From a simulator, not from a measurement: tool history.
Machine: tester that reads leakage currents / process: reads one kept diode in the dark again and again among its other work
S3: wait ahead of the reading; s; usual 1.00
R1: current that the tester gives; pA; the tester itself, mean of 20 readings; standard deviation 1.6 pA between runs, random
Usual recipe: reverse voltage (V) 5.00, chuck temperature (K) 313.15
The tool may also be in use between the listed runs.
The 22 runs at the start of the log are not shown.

run 23 day=19.967 | reverse_voltage_(V)=2.64 chuck_temperature_(K)=318.15 S3=0.90 | R1=492.51
run 24 day=20.708 | reverse_voltage_(V)=2.36 chuck_temperature_(K)=298.15 S3=0.91 | R1=98.82
run 25 day=21.988 | reverse_voltage_(V)=2.36 chuck_temperature_(K)=298.15 S3=0.91 | R1=98.32
run 26 day=22.954 | reverse_voltage_(V)=2.49 chuck_temperature_(K)=326.15 S3=2.21 | R1=842.08
run 27 day=24.229 | reverse_voltage_(V)=15.44 chuck_temperature_(K)=316.15 S3=1.00 | R1=1117.28
run 28 day=24.921 | reverse_voltage_(V)=15.44 chuck_temperature_(K)=316.15 S3=1.00 | R1=1111.77
run 29 day=25.817 | reverse_voltage_(V)=2.29 chuck_temperature_(K)=307.15 S3=1.00 | R1=196.61
run 30 day=26.688 | reverse_voltage_(V)=2.29 chuck_temperature_(K)=307.15 S3=1.00 | R1=197.75
run 31 day=27.983 | reverse_voltage_(V)=14.28 chuck_temperature_(K)=297.15 S3=0.60 | R1=249.79
run 32 day=28.962 | reverse_voltage_(V)=2.97 chuck_temperature_(K)=322.15 S3=0.60 | R1=697.64
run 33 day=29.633 | reverse_voltage_(V)=2.97 chuck_temperature_(K)=322.15 S3=0.60 | R1=697.23

Forecast run 34:
run 34 day=30.362 | reverse_voltage_(V)=5.00 chuck_temperature_(K)=305.15 S3=1.00 | R1=?

Run 34 gave R1 258.91 pA.
Were there no unlogged condition in the tool, this run, its random variation unchanged, would have produced R1 292.13 pA.
